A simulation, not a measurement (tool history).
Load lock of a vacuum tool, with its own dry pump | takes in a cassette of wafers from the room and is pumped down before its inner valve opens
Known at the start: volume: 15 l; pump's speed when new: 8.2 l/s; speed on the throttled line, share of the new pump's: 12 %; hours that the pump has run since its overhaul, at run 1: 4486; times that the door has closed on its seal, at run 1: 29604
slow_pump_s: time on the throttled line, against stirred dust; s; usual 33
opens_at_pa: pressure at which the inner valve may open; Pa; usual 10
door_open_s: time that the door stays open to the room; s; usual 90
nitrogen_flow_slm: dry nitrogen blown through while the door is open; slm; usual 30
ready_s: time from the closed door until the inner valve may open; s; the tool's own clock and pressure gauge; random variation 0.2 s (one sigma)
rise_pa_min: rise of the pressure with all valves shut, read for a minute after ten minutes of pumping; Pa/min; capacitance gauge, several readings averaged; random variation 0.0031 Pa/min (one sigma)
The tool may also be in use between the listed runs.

run,day,slow_pump_s,opens_at_pa,door_open_s,nitrogen_flow_slm,hours that the pump has run since its overhaul,times that the door has closed on its seal,"incoming humidity of the room's air, %",ready_s,rise_pa_min
1,0,33,10,90,30,4486,29604,46.6,47.2,0.197
2,9.733,33,10,90,30,4719,30547,45.8,47.1,0.207
3,21.208,33,10,90,30,4995,31657,45.5,47.6,0.202
4,33.267,33,10,90,30,5284,32825,41.8,47.5,0.213
5,39.838,33,10,90,8,5442,33461,42.2,47.7,0.247
6,50.046,33,10,90,8,5687,34449,45.2,47.7,0.256
7,62.046,33,10,90,8,5975,35611,45.3,47.8,0.261
8,69.558,33,10,90,8,6155,36338,48,47.8,0.277
9,79.629,33,10,90,30,6397,37313,43.1,47.8,0.241
10,86.55,33,10,90,30,6563,37983,41,48,0.238
11,92.125,33,10,90,30,6697,38523,45.6,48.4,0.253
12,103.558,33,10,90,30,6971,39629,46,47.9,0.26
13,110.283,33,10,90,30,7132,40280,43.6,48.3,0.262
14,122.429,33,10,90,30,7424,41456,42.8,48,0.263
15,132.071,33,10,90,30,7655,42389,44.9,48.7,0.283
16,143.738,33,10,90,30,7935,43519,44.3,49,0.283
17,156.004,33,13,90,30,8230,44706,41.8,48.2,0.293
18,164.762,33,13,90,30,8440,45554,45.5,48.3,0.298
19,173.679,33,13,90,30,8654,46417,48.3,48.2,0.32
20,182.883,33,14,121,30,8875,47308,43.3,48,0.309
21,192.542,33,8,121,30,9107,48243,46.4,49.6,0.328
22,203.333,33,10,158,30,9366,49288,46.4,49.3,0.336
23,213.283,33,10,158,27,9604,50251,42.8,49.1,0.35
24,222.254,20,10,80,7,9820,51119,48,38,0.384
25,228.3,20,10,80,7,9965,51705,46.1,38.5,0.384
26,233.4,20,10,80,7,10087,52198,41.1,38.6,0.377
27,240.096,20,10,80,7,10248,52847,45.8,38.6,0.397
28,245.417,20,10,80,7,10376,53362,47.8,38.7,0.394
29,257.738,32,10,175,28,10671,54554,44.3,49.3,0.387
30,264.392,33,10,214,30,10831,55199,47.4,50.1,0.4
# day 268.538: dry pump taken out, an overhauled one fitted
31,272.579,33,10,45,42,97,55967,46.2,46.1,0.372
32,283.275,33,10,45,42,354,57002,46.8,46.3,0.378
33,294.112,33,10,163,7,614,58051,49,46.3,0.465
34,301.654,53,16,152,30,795,58781,46.4,62.9,0.423
35,310.258,53,16,152,30,1001,59614,41,63,0.43
36,317.712,65,10,90,30,1180,60336,46.9,74.6,0.43
37,322.858,33,10,58,30,1304,60834,42.6,46.4,0.424
38,333.575,33,10,58,30,1561,61872,47.5,46.8,0.442

Forecast each of these 3 alternatives for the next run:
A,338.979,23,10,222,10,1691,62395,43.7,?,?
B,338.979,34,10,90,25,1691,62395,45.8,?,?
C,338.979,33,13,26,27,1691,62395,46.9,?,?

run,ready_s,rise_pa_min
A,38,0.49
B,47.4,0.452
C,46.1,0.433
Without the tool's hidden state the same runs would have given:
run,ready_s,rise_pa_min
A,37.4,0.109
B,46.9,0.064
C,45.6,0.044
